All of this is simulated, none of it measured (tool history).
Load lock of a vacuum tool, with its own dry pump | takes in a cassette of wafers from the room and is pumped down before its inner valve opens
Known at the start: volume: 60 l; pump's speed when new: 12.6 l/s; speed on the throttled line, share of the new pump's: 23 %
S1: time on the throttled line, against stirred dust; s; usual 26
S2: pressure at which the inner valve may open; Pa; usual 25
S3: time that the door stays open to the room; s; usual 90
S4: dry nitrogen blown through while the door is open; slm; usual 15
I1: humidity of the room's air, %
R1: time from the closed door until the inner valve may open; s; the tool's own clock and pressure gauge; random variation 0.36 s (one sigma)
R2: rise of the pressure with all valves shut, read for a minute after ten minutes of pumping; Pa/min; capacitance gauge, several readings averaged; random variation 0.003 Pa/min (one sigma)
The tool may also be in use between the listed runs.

{"run": 1, "hour": 0.0, "S1": 26, "S2": 25, "S3": 90, "S4": 15, "I1": 46.8, "R1": 63.4, "R2": 0.185}
{"run": 2, "hour": 188.2, "S1": 26, "S2": 25, "S3": 90, "S4": 15, "I1": 43.5, "R1": 63.9, "R2": 0.212}
{"run": 3, "hour": 447.9, "S1": 26, "S2": 25, "S3": 90, "S4": 9, "I1": 44.5, "R1": 63.6, "R2": 0.26}
{"run": 4, "hour": 765.2, "S1": 26, "S2": 49, "S3": 90, "S4": 15, "I1": 44.7, "R1": 59.8, "R2": 0.297}
{"run": 5, "hour": 1070.1, "S1": 26, "S2": 49, "S3": 90, "S4": 15, "I1": 49, "R1": 60.3, "R2": 0.351}
{"run": 6, "hour": 1265.2, "S1": 26, "S2": 49, "S3": 90, "S4": 15, "I1": 40.8, "R1": 60.4, "R2": 0.381}
{"run": 7, "hour": 1611.9, "S1": 26, "S2": 38, "S3": 90, "S4": 15, "I1": 43.5, "R1": 62.7, "R2": 0.457}
{"run": 8, "hour": 1841.8, "S1": 26, "S2": 38, "S3": 90, "S4": 14, "I1": 43.6, "R1": 62.5, "R2": 0.503}
{"run": 9, "hour": 2195.8, "S1": 26, "S2": 38, "S3": 90, "S4": 14, "I1": 47.5, "R1": 62.5, "R2": 0.585}
{"hour": 2501.9, "done": "door's seal changed, seat wiped"}
{"run": 10, "hour": 2522.1, "S1": 24, "S2": 38, "S3": 90, "S4": 14, "I1": 44, "R1": 60.9, "R2": 0.052}
{"run": 11, "hour": 2685.4, "S1": 24, "S2": 38, "S3": 90, "S4": 14, "I1": 48.6, "R1": 61.2, "R2": 0.065}
{"run": 12, "hour": 2986.7, "S1": 24, "S2": 38, "S3": 90, "S4": 14, "I1": 44.8, "R1": 60.6, "R2": 0.073}
{"run": 13, "hour": 3193.7, "S1": 26, "S2": 25, "S3": 90, "S4": 15, "I1": 43.6, "R1": 64.5, "R2": 0.09}
{"run": 14, "hour": 3436.4, "S1": 26, "S2": 25, "S3": 90, "S4": 15, "I1": 44.3, "R1": 65.5, "R2": 0.112}
{"run": 15, "hour": 3585.8, "S1": 51, "S2": 25, "S3": 90, "S4": 15, "I1": 41.8, "R1": 83.1, "R2": 0.125}
{"run": 16, "hour": 3828.3, "S1": 51, "S2": 25, "S3": 90, "S4": 15, "I1": 47.6, "R1": 84, "R2": 0.153}
{"run": 17, "hour": 4131.8, "S1": 26, "S2": 25, "S3": 90, "S4": 15, "I1": 42.9, "R1": 65.8, "R2": 0.181}
{"run": 18, "hour": 4337.2, "S1": 26, "S2": 25, "S3": 90, "S4": 15, "I1": 43.4, "R1": 65.2, "R2": 0.21}
{"run": 19, "hour": 4635.5, "S1": 26, "S2": 25, "S3": 90, "S4": 15, "I1": 45.1, "R1": 65.8, "R2": 0.256}
{"run": 20, "hour": 4982.4, "S1": 14, "S2": 35, "S3": 124, "S4": 5, "I1": 43, "R1": 55.4, "R2": 0.326}
{"run": 21, "hour": 5229.1, "S1": 14, "S2": 35, "S3": 124, "S4": 5, "I1": 45.9, "R1": 55.5, "R2": 0.381}
{"run": 22, "hour": 5505.4, "S1": 14, "S2": 35, "S3": 124, "S4": 5, "I1": 46.9, "R1": 55.2, "R2": 0.416}
{"run": 23, "hour": 5716.9, "S1": 14, "S2": 35, "S3": 124, "S4": 5, "I1": 46, "R1": 55.6, "R2": 0.449}
{"run": 24, "hour": 5930.4, "S1": 20, "S2": 25, "S3": 157, "S4": 9, "I1": 48, "R1": 61.5, "R2": 0.507}
{"run": 25, "hour": 6096.1, "S1": 20, "S2": 25, "S3": 90, "S4": 21, "I1": 42.3, "R1": 62.1, "R2": 0.496}
{"run": 26, "hour": 6251.0, "S1": 42, "S2": 36, "S3": 144, "S4": 15, "I1": 44.8, "R1": 76, "R2": 0.552}
{"run": 27, "hour": 6540.9, "S1": 26, "S2": 25, "S3": 226, "S4": 32, "I1": 44.7, "R1": 66.6, "R2": 0.61}
{"run": 28, "hour": 6720.5, "S1": 26, "S2": 25, "S3": 104, "S4": 5, "I1": 45.5, "R1": 66.1, "R2": 0.654}
{"hour": 6806.6, "done": "door's seal changed, seat wiped"}
{"run": 29, "hour": 6972.1, "S1": 26, "S2": 25, "S3": 104, "S4": 5, "I1": 43.5, "R1": 66.2, "R2": 0.082}
{"run": 30, "hour": 7127.9, "S1": 27, "S2": 25, "S3": 70, "S4": 15, "I1": 44.8, "R1": 67.5, "R2": 0.06}
{"run": 31, "hour": 7429.4, "S1": 26, "S2": 44, "S3": 70, "S4": 15, "I1": 47.7, "R1": 63.8, "R2": 0.087}

The next listed run, before its measurement:
{"run": 32, "hour": 7717.0, "S1": 24, "S2": 25, "S3": 169, "S4": 13, "I1": 45, "R1": "?", "R2": "?"}

R1: 66.4 s
R2: 0.138 Pa/min
Without the tool's hidden state the same run would have given R1 58.8 s, R2 0.072 Pa/min.
